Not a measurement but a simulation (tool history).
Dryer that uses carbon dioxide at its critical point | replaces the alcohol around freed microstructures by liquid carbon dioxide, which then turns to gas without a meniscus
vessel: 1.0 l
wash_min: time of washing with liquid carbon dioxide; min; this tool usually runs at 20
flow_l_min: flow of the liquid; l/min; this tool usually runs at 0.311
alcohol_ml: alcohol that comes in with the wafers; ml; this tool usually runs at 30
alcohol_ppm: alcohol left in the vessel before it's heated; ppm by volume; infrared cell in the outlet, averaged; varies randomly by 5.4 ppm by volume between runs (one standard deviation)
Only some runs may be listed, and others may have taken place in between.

{"run": 1, "hour": 0.0, "wash_min": 20, "flow_l_min": 0.311, "alcohol_ml": 30, "alcohol_ppm": 191}
{"run": 2, "hour": 9.1, "wash_min": 26, "flow_l_min": 0.311, "alcohol_ml": 30, "alcohol_ppm": 58}
{"run": 3, "hour": 22.5, "wash_min": 26, "flow_l_min": 0.311, "alcohol_ml": 30, "alcohol_ppm": 59}
{"run": 4, "hour": 34.2, "wash_min": 26, "flow_l_min": 0.311, "alcohol_ml": 30, "alcohol_ppm": 68}
{"run": 5, "hour": 42.3, "wash_min": 26, "flow_l_min": 0.311, "alcohol_ml": 30, "alcohol_ppm": 61}
{"run": 6, "hour": 52.0, "wash_min": 26, "flow_l_min": 0.311, "alcohol_ml": 30, "alcohol_ppm": 75}
{"run": 7, "hour": 63.7, "wash_min": 14, "flow_l_min": 0.311, "alcohol_ml": 30, "alcohol_ppm": 922}
{"run": 8, "hour": 75.4, "wash_min": 30, "flow_l_min": 0.311, "alcohol_ml": 24, "alcohol_ppm": 46}
{"run": 9, "hour": 89.5, "wash_min": 20, "flow_l_min": 0.274, "alcohol_ml": 57, "alcohol_ppm": 756}
{"run": 10, "hour": 101.8, "wash_min": 20, "flow_l_min": 0.274, "alcohol_ml": 57, "alcohol_ppm": 774}
{"run": 11, "hour": 109.9, "wash_min": 17, "flow_l_min": 0.254, "alcohol_ml": 22, "alcohol_ppm": 776}
{"run": 12, "hour": 124.0, "wash_min": 14, "flow_l_min": 0.214, "alcohol_ml": 22, "alcohol_ppm": 2139}
{"run": 13, "hour": 134.3, "wash_min": 14, "flow_l_min": 0.214, "alcohol_ml": 22, "alcohol_ppm": 2172}

5 ways to go on from here, each from the tool as it stands after run 13. What would each give?
{"run": "A", "hour": 141.0, "wash_min": 20, "flow_l_min": 0.214, "alcohol_ml": 22, "alcohol_ppm": "?"}
{"run": "B", "hour": 141.0, "wash_min": 20, "flow_l_min": 0.311, "alcohol_ml": 79, "alcohol_ppm": "?"}
{"run": "C", "hour": 141.0, "wash_min": 13, "flow_l_min": 0.311, "alcohol_ml": 35, "alcohol_ppm": "?"}
{"run": "D", "hour": 141.0, "wash_min": 20, "flow_l_min": 0.311, "alcohol_ml": 68, "alcohol_ppm": "?"}
{"run": "E", "hour": 141.0, "wash_min": 20, "flow_l_min": 0.311, "alcohol_ml": 63, "alcohol_ppm": "?"}

run=A alcohol_ppm=835
run=B alcohol_ppm=645
run=C alcohol_ppm=1588
run=D alcohol_ppm=598
run=E alcohol_ppm=541
With no hidden state in the tool, these same runs would have given:
run=A alcohol_ppm=515
run=B alcohol_ppm=315
run=C alcohol_ppm=1019
run=D alcohol_ppm=297
run=E alcohol_ppm=266
